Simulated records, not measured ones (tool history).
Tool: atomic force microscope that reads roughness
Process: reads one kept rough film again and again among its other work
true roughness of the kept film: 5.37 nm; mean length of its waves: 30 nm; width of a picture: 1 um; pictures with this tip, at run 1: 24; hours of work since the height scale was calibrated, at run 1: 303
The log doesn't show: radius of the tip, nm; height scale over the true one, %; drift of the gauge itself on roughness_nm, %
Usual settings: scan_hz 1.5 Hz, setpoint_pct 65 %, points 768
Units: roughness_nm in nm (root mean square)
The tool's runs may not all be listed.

| run | hour | scan_hz | setpoint_pct | points | pictures with this tip | hours of work since the height scale was calibrated | roughness_nm |
|---|---|---|---|---|---|---|---|
| 1 | 0 | 1.5 | 65 | 768 | 24 | 303 | 3.903 |
| 2 | 5 | 1.5 | 65 | 558 | 34 | 307 | 3.806 |
| 3 | 11.1 | 1.5 | 65 | 768 | 47 | 312 | 3.724 |
| 4 | 22.1 | 1.5 | 74 | 768 | 69 | 320 | 3.472 |
| 5 | 30.5 | 1.5 | 65 | 768 | 86 | 327 | 3.488 |
| 6 | 41.8 | 1.5 | 80 | 768 | 109 | 336 | 3.183 |
|  | 43.7 | height scale calibrated on a step standard |
| 7 | 53.9 | 1.5 | 67 | 768 | 131 | 8 | 3.198 |
| 8 | 64.6 | 0.54 | 67 | 468 | 153 | 16 | 3.164 |
| 9 | 73.5 | 1.5 | 81 | 419 | 171 | 23 | 2.812 |
|  | 77.3 | height scale calibrated on a step standard, once more |
| 10 | 84.3 | 1.5 | 81 | 419 | 190 | 6 | 2.797 |
| 11 | 91.4 | 0.74 | 55 | 768 | 205 | 11 | 3.003 |
| 12 | 100.1 | 3.92 | 66 | 531 | 222 | 18 | 2.609 |
| 13 | 108.3 | 1.37 | 62 | 851 | 239 | 24 | 2.811 |
| 14 | 117.8 | 1.37 | 62 | 851 | 258 | 32 | 2.731 |

3 ways to go on from here, each from the tool as it stands after run 14. What would each give?
| A | 124.8 | 0.66 | 66 | 768 | 272 | 37 | ? |
| B | 124.8 | 1.37 | 62 | 920 | 272 | 37 | ? |
| C | 124.8 | 1.37 | 62 | 305 | 272 | 37 | ? |

| run | roughness_nm |
|---|---|
| A | 2.701 |
| B | 2.675 |
| C | 2.661 |
Without the tool's hidden state the same runs would have given:
| run | roughness_nm |
|---|---|
| A | 4.234 |
| B | 4.189 |
| C | 4.169 |

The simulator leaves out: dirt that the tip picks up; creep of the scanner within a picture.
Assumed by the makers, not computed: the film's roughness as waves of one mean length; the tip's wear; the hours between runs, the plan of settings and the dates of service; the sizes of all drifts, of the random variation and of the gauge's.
